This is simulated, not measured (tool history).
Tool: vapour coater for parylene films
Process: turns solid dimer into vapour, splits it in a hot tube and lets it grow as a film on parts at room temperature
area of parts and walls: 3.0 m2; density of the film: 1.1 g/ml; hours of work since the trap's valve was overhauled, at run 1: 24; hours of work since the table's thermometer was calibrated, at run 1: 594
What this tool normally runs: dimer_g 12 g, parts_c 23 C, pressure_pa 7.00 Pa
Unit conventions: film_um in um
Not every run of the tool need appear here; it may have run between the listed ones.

run	day	dimer_g	parts_c	pressure_pa	hours of work since the trap's valve was overhauled	hours of work since the table's thermometer was calibrated	film_um
1	0.000	12	23	7.00	24	594	2.24
2	1.200	12	23	7.00	47	617	2.21
3	2.092	12	23	7.00	65	634	2.25
4	3.238	12	23	7.00	87	656	2.24
5	4.667	12	23	7.00	114	683	2.22
6	6.046	12	23	7.00	140	710	2.20
7	7.417	12	23	3.44	167	736	2.56
8	8.104	12	23	3.44	180	749	2.57
9	9.000	12	15	7.00	197	766	2.86
10	10.471	12	23	7.00	225	795	2.21
11	11.300	12	23	7.00	241	810	2.17
12	12.346	12	23	4.89	261	830	2.40
13	13.662	12	23	4.89	287	856	2.37
# day 15.200: trap's valve overhauled
14	15.438	12	28	7.00	5	887	1.92
15	16.471	12	28	7.00	24	906	1.90
16	17.754	12	32	7.00	49	931	1.67
17	19.158	12	23	7.00	76	958	2.22
18	20.558	12	23	7.00	103	985	2.24
19	21.392	12	16	7.00	119	1001	2.74
20	22.821	12	16	7.00	146	1028	2.72
21	24.175	12	16	7.00	172	1054	2.73
22	25.562	12	16	7.00	199	1081	2.77
23	26.383	12	16	8.18	215	1097	2.68
24	27.158	12	18	10.50	229	1111	2.39

The next listed run, before its measurement:
25	27.992	12	18	10.50	245	1127	?

film_um: 2.36 um
Take away the tool's hidden state, keep the run-to-run variation as it was, and the same run would have given film_um 2.37 um.
